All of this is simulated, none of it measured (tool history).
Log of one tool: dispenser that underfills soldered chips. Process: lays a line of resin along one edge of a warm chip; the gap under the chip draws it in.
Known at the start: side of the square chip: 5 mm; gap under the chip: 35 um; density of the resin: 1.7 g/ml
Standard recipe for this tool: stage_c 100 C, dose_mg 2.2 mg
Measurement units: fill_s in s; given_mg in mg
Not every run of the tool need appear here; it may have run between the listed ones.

run,hour,stage_c,dose_mg,fill_s,given_mg
1,0,100,2.2,44.8,2.09
2,12,100,2.2,43.6,2.07
3,18.8,100,1.93,32.1,1.82
4,29.9,100,1.93,57.4,1.79
5,39.6,100,1.93,45.7,1.92
6,52.1,100,2.2,43.7,2.18
7,58.8,100,2.2,31.8,2.18
8,66,112,2.2,33.4,2.18
9,72.2,112,2.2,22.7,2.16
10,80.4,112,1.96,35.6,1.93
11,90.2,112,1.96,31.4,1.91
12,96.8,109,2.24,24.2,2.18
13,106.4,102,2.53,46.8,2.43
14,119,102,2.53,46.1,2.43
15,127.4,88,2.01,59.5,1.95
16,135.3,91,2.45,39,2.3
17,140.5,91,2.45,50.8,2.35
18,151.7,89,2.32,49.5,2.19
19,162.5,97,2.2,34.8,2.07
20,168.2,97,2.2,46,2.1
21,177.3,97,2.2,38.8,2.06
22,185.7,97,2.68,58.9,2.5

Removed from this log: 16 entries logged between the listed runs. Between which two listed runs does each belong, and how does the tool's hidden state at the listed run before it compare with that at the listed run after it?
Run 1 -> run 2: new syringe of resin (hour 5.6)
  resin's viscosity, % of fresh resin's: 145.4 -> 143.9; dose that the valve gives, % of what is set: 94.63 -> 94.14; true chip temperature over the reading, C: 1.83 -> 1.89
  measured minus no-state result, fill_s: +12.7 -> +12 s; given_mg: -0.12 -> -0.13 mg
Run 2 -> run 3: new syringe of resin (hour 18.2)
  resin's viscosity, % of fresh resin's: 143.9 -> 101.9; dose that the valve gives, % of what is set: 94.14 -> 93.88; true chip temperature over the reading, C: 1.89 -> 1.92
  measured minus no-state result, fill_s: +12 -> -0.5 s; given_mg: -0.13 -> -0.11 mg
Run 4 -> run 5: new syringe of resin (hour 31.3); dispensing valve cleaned and set on the balance (hour 32.3)
  resin's viscosity, % of fresh resin's: 183.5 -> 147.7; dose that the valve gives, % of what is set: 93.42 -> 99.73; true chip temperature over the reading, C: 1.97 -> 2.01
  measured minus no-state result, fill_s: +25.1 -> +12.9 s; given_mg: -0.13 -> -0.01 mg
Run 5 -> run 6: new syringe of resin (hour 44.7)
  resin's viscosity, % of fresh resin's: 147.7 -> 147.1; dose that the valve gives, % of what is set: 99.73 -> 99.22; true chip temperature over the reading, C: 2.01 -> 2.06
  measured minus no-state result, fill_s: +12.9 -> +12.2 s; given_mg: -0.01 -> -0.02 mg
Run 6 -> run 7: new syringe of resin (hour 57.6)
  resin's viscosity, % of fresh resin's: 147.1 -> 107.2; dose that the valve gives, % of what is set: 99.22 -> 98.93; true chip temperature over the reading, C: 2.06 -> 2.09
  measured minus no-state result, fill_s: +12.2 -> +0.4 s; given_mg: -0.02 -> -0.03 mg
Run 8 -> run 9: new syringe of resin (hour 70.8)
  resin's viscosity, % of fresh resin's: 157.1 -> 105.7; dose that the valve gives, % of what is set: 98.61 -> 98.37; true chip temperature over the reading, C: 2.13 -> 2.16
  measured minus no-state result, fill_s: +11 -> +0 s; given_mg: -0.03 -> -0.04 mg
Run 10 -> run 11: new syringe of resin (hour 83.6)
  resin's viscosity, % of fresh resin's: 163.5 -> 143.9; dose that the valve gives, % of what is set: 98.01 -> 97.6; true chip temperature over the reading, C: 2.2 -> 2.25
  measured minus no-state result, fill_s: +12.6 -> +8.3 s; given_mg: -0.03 -> -0.05 mg
Run 11 -> run 12: new syringe of resin (hour 96.4)
  resin's viscosity, % of fresh resin's: 143.9 -> 103.2; dose that the valve gives, % of what is set: 97.6 -> 97.32; true chip temperature over the reading, C: 2.25 -> 2.28
  measured minus no-state result, fill_s: +8.3 -> -0.6 s; given_mg: -0.05 -> -0.06 mg
Run 13 -> run 14: new syringe of resin (hour 109.5)
  resin's viscosity, % of fresh resin's: 171.3 -> 168.7; dose that the valve gives, % of what is set: 96.86 -> 96.32; true chip temperature over the reading, C: 2.33 -> 2.39
  measured minus no-state result, fill_s: +17.7 -> +17.1 s; given_mg: -0.07 -> -0.1 mg
Run 14 -> run 15: new syringe of resin (hour 122)
  resin's viscosity, % of fresh resin's: 168.7 -> 135; dose that the valve gives, % of what is set: 96.32 -> 95.96; true chip temperature over the reading, C: 2.39 -> 2.44
  measured minus no-state result, fill_s: +17.1 -> +12.4 s; given_mg: -0.1 -> -0.08 mg
Run 15 -> run 16: new syringe of resin (hour 134.5)
  resin's viscosity, % of fresh resin's: 135 -> 102.8; dose that the valve gives, % of what is set: 95.96 -> 95.62; true chip temperature over the reading, C: 2.44 -> 2.48
  measured minus no-state result, fill_s: +12.4 -> -1.6 s; given_mg: -0.08 -> -0.11 mg
Run 17 -> run 18: new syringe of resin (hour 147.9)
  resin's viscosity, % of fresh resin's: 135.6 -> 123.2; dose that the valve gives, % of what is set: 95.36 -> 94.91; true chip temperature over the reading, C: 2.5 -> 2.55
  measured minus no-state result, fill_s: +10.6 -> +6.4 s; given_mg: -0.11 -> -0.12 mg
Run 18 -> run 19: new syringe of resin (hour 161.1)
  resin's viscosity, % of fresh resin's: 123.2 -> 106.4; dose that the valve gives, % of what is set: 94.91 -> 94.45; true chip temperature over the reading, C: 2.55 -> 2.61
  measured minus no-state result, fill_s: +6.4 -> -0.1 s; given_mg: -0.12 -> -0.12 mg
Run 20 -> run 21: new syringe of resin (hour 173.9)
  resin's viscosity, % of fresh resin's: 144 -> 120.3; dose that the valve gives, % of what is set: 94.19 -> 93.77; true chip temperature over the reading, C: 2.64 -> 2.68
  measured minus no-state result, fill_s: +12 -> +4.4 s; given_mg: -0.13 -> -0.14 mg
Run 21 -> run 22: stage's temperature calibrated (hour 181)
  resin's viscosity, % of fresh resin's: 120.3 -> 177.7; dose that the valve gives, % of what is set: 93.77 -> 93.45; true chip temperature over the reading, C: 2.68 -> 0.28
  measured minus no-state result, fill_s: +4.4 -> +25.8 s; given_mg: -0.14 -> -0.18 mg

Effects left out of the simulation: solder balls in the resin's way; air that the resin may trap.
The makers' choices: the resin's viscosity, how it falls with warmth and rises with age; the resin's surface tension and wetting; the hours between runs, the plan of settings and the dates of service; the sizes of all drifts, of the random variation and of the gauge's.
